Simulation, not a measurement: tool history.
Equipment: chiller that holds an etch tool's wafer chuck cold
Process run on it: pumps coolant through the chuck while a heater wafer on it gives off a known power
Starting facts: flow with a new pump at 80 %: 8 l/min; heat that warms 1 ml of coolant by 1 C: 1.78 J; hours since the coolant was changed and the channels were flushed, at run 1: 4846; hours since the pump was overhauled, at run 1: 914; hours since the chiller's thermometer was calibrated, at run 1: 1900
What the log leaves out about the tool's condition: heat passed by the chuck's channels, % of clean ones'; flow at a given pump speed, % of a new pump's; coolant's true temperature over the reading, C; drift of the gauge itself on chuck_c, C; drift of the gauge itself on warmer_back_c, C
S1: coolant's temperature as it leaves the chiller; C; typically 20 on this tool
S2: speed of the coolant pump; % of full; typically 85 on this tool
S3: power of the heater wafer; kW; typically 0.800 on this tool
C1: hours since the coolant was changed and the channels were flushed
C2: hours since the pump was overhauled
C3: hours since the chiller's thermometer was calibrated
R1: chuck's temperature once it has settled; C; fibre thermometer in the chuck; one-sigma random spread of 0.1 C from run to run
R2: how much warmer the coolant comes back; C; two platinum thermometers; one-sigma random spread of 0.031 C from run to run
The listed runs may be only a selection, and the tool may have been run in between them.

| run | hour | S1 | S2 | S3 | C1 | C2 | C3 | R1 | R2 |
|---|---|---|---|---|---|---|---|---|---|
| 1 | 0.0 | 20 | 85 | 0.800 | 4846 | 914 | 1900 | 26.5 | 3.22 |
| 2 | 177.5 | 20 | 85 | 0.800 | 5023 | 1091 | 2077 | 26.6 | 3.22 |
| 3 | 299.8 | 20 | 70 | 0.800 | 5145 | 1213 | 2200 | 27.7 | 3.98 |
| 4 | 454.9 | 20 | 74 | 0.800 | 5300 | 1369 | 2355 | 27.3 | 3.72 |
| 5 | 638.9 | 20 | 74 | 1.168 | 5484 | 1553 | 2539 | 30.5 | 5.46 |
| 6 | 720.8 | 20 | 74 | 1.168 | 5566 | 1634 | 2621 | 30.6 | 5.50 |
| 7 | 847.7 | 20 | 85 | 0.800 | 5693 | 1761 | 2747 | 26.6 | 3.28 |
| 8 | 974.6 | 20 | 85 | 0.800 | 5820 | 1888 | 2874 | 26.7 | 3.26 |
| 9 | 1089.9 | 28 | 85 | 0.800 | 5935 | 2004 | 2990 | 35.0 | 3.29 |
| 10 | 1192.5 | 28 | 85 | 0.800 | 6038 | 2106 | 3092 | 34.8 | 3.28 |
| 11 | 1292.9 | 28 | 85 | 0.800 | 6138 | 2207 | 3193 | 34.9 | 3.31 |
| 12 | 1390.3 | 28 | 85 | 0.800 | 6236 | 2304 | 3290 | 34.8 | 3.29 |
| 13 | 1488.0 | 20 | 85 | 0.800 | 6333 | 2402 | 3388 | 27.0 | 3.31 |
| 14 | 1668.6 | 20 | 85 | 1.104 | 6514 | 2582 | 3568 | 29.5 | 4.55 |
| 15 | 1782.0 | 20 | 85 | 1.104 | 6628 | 2696 | 3682 | 29.5 | 4.57 |
| 16 | 1934.3 | 20 | 85 | 1.104 | 6780 | 2848 | 3834 | 29.3 | 4.59 |
| 17 | 2015.2 | 26 | 71 | 0.760 | 6861 | 2929 | 3915 | 33.8 | 3.81 |
| 18 | 2097.7 | 26 | 71 | 0.760 | 6943 | 3011 | 3998 | 33.8 | 3.76 |
| 19 | 2233.6 | 22 | 78 | 0.800 | 7079 | 3147 | 4133 | 29.7 | 3.66 |
| 20 | 2399.0 | 27 | 87 | 0.800 | 7245 | 3313 | 4299 | 34.2 | 3.27 |
|  | 2498.9 | coolant changed, channels flushed |
| 21 | 2541.1 | 27 | 69 | 0.800 | 42 | 3449 | 4435 | 34.7 | 4.15 |
| 22 | 2660.8 | 20 | 72 | 1.150 | 162 | 3568 | 4555 | 30.5 | 5.76 |
| 23 | 2746.4 | 20 | 67 | 1.150 | 248 | 3654 | 4640 | 31.0 | 6.15 |
| 24 | 2842.1 | 20 | 81 | 0.830 | 343 | 3750 | 4736 | 27.0 | 3.66 |
| 25 | 3026.5 | 29 | 95 | 0.800 | 528 | 3934 | 4920 | 35.4 | 3.04 |
| 26 | 3136.0 | 16 | 88 | 0.642 | 637 | 4044 | 5030 | 21.4 | 2.62 |
|  | 3191.3 | chiller's thermometer calibrated |
| 27 | 3217.2 | 16 | 88 | 0.968 | 717 | 4124 | 26 | 23.1 | 3.93 |
| 28 | 3380.3 | 16 | 88 | 0.968 | 880 | 4287 | 189 | 23.0 | 3.93 |
| 29 | 3557.2 | 16 | 88 | 0.968 | 1057 | 4464 | 366 | 23.3 | 3.87 |
| 30 | 3658.0 | 20 | 72 | 0.740 | 1158 | 4565 | 467 | 26.5 | 3.72 |
| 31 | 3830.0 | 22 | 85 | 0.800 | 1330 | 4737 | 639 | 28.1 | 3.44 |
| 32 | 3914.3 | 22 | 85 | 0.800 | 1414 | 4821 | 723 | 28.2 | 3.42 |

Difference, measured minus no-hidden-state, one row per run. Run-to-run variation is common to both terms; the gauge's own scatter need not be:
| run | R1 | R2 |
|---|---|---|
| 1 | +0.8 | +0.06 |
| 2 | +0.8 | +0.07 |
| 3 | +0.9 | +0.09 |
| 4 | +0.9 | +0.10 |
| 5 | +1.2 | +0.15 |
| 6 | +1.3 | +0.16 |
| 7 | +0.9 | +0.10 |
| 8 | +1.0 | +0.10 |
| 9 | +1.0 | +0.11 |
| 10 | +1.1 | +0.11 |
| 11 | +1.1 | +0.11 |
| 12 | +1.2 | +0.12 |
| 13 | +1.2 | +0.12 |
| 14 | +1.5 | +0.18 |
| 15 | +1.5 | +0.19 |
| 16 | +1.6 | +0.19 |
| 17 | +1.4 | +0.17 |
| 18 | +1.4 | +0.17 |
| 19 | +1.4 | +0.17 |
| 20 | +1.4 | +0.15 |
| 21 | +0.9 | +0.21 |
| 22 | +1.1 | +0.29 |
| 23 | +1.1 | +0.32 |
| 24 | +1.0 | +0.20 |
| 25 | +1.0 | +0.17 |
| 26 | +0.9 | +0.15 |
| 27 | +0.3 | +0.23 |
| 28 | +0.4 | +0.24 |
| 29 | +0.5 | +0.25 |
| 30 | +0.4 | +0.24 |
| 31 | +0.5 | +0.23 |
| 32 | +0.5 | +0.23 |
